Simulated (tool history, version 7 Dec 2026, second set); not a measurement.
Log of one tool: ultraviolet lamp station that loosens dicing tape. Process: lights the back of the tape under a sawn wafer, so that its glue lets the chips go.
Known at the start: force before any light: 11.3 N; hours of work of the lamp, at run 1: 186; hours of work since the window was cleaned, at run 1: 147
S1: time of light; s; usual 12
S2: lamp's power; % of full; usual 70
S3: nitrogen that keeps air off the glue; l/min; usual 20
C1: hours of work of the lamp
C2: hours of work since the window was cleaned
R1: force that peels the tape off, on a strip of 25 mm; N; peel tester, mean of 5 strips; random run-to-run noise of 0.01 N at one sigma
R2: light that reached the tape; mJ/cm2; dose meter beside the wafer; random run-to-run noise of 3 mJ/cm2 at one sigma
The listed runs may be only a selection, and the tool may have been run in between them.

run 1 hour=0.0 | S1=12 S2=70 S3=20 | C1=186 C2=147 | R1=0.575 R2=416
run 2 hour=10.8 | S1=12 S2=70 S3=20 | C1=194 C2=156 | R1=0.589 R2=421
run 3 hour=21.0 | S1=12 S2=70 S3=20 | C1=202 C2=163 | R1=0.588 R2=413
run 4 hour=35.7 | S1=12 S2=70 S3=20 | C1=213 C2=175 | R1=0.612 R2=411
run 5 hour=50.0 | S1=12 S2=72 S3=20 | C1=225 C2=186 | R1=0.588 R2=428
run 6 hour=65.3 | S1=12 S2=72 S3=20 | C1=236 C2=198 | R1=0.585 R2=415
run 7 hour=81.6 | S1=12 S2=70 S3=20 | C1=249 C2=210 | R1=0.617 R2=409
run 8 hour=99.8 | S1=12 S2=70 S3=20 | C1=263 C2=224 | R1=0.661 R2=405
run 9 hour=113.3 | S1=12 S2=70 S3=20 | C1=273 C2=235 | R1=0.646 R2=400
run 10 hour=121.9 | S1=12 S2=70 S3=20 | C1=280 C2=241 | R1=0.647 R2=400
run 11 hour=138.6 | S1=12 S2=70 S3=20 | C1=293 C2=254 | R1=0.661 R2=400
run 12 hour=150.3 | S1=12 S2=70 S3=20 | C1=302 C2=263 | R1=0.708 R2=397
run 13 hour=158.3 | S1=12 S2=70 S3=20 | C1=308 C2=269 | R1=0.697 R2=397
run 14 hour=174.6 | S1=12 S2=70 S3=20 | C1=321 C2=282 | R1=0.731 R2=398
run 15 hour=184.2 | S1=12 S2=79 S3=20 | C1=328 C2=289 | R1=0.498 R2=446
run 16 hour=201.8 | S1=12 S2=79 S3=20 | C1=342 C2=303 | R1=0.539 R2=440
run 17 hour=213.4 | S1=12 S2=79 S3=20 | C1=351 C2=312 | R1=0.518 R2=439
run 18 hour=231.6 | S1=16 S2=73 S3=9 | C1=365 C2=326 | R1=0.466 R2=538
run 19 hour=241.4 | S1=11 S2=70 S3=20 | C1=372 C2=334 | R1=0.909 R2=352
run 20 hour=256.7 | S1=12 S2=71 S3=20 | C1=384 C2=345 | R1=0.748 R2=390
run 21 hour=273.6 | S1=8 S2=69 S3=19 | C1=397 C2=358 | R1=1.894 R2=251
run 22 hour=292.2 | S1=8 S2=70 S3=20 | C1=412 C2=373 | R1=1.823 R2=251
run 23 hour=302.3 | S1=8 S2=70 S3=20 | C1=419 C2=381 | R1=1.852 R2=252
run 24 hour=315.9 | S1=11 S2=95 S3=10 | C1=430 C2=391 | R1=0.637 R2=462
run 25 hour=324.2 | S1=8 S2=78 S3=20 | C1=436 C2=398 | R1=1.558 R2=279
run 26 hour=340.8 | S1=8 S2=78 S3=20 | C1=449 C2=410 | R1=1.545 R2=270
run 27 hour=358.5 | S1=8 S2=62 S3=7 | C1=463 C2=424 | R1=3.140 R2=215

Forecast each of these 3 alternatives for the next run:
run A hour=369.7 | S1=12 S2=65 S3=20 | C1=471 C2=433 | R1=? R2=?
run B hour=369.7 | S1=12 S2=92 S3=7 | C1=471 C2=433 | R1=? R2=?
run C hour=369.7 | S1=10 S2=79 S3=36 | C1=471 C2=433 | R1=? R2=?

run=A R1=0.973 R2=339
run=B R1=0.710 R2=470
run=C R1=0.795 R2=338
The same runs, with their run-to-run variation unchanged, on a tool lacking any hidden condition would have given:
run=A R1=0.541 R2=429
run=B R1=0.379 R2=597
run=C R1=0.430 R2=429
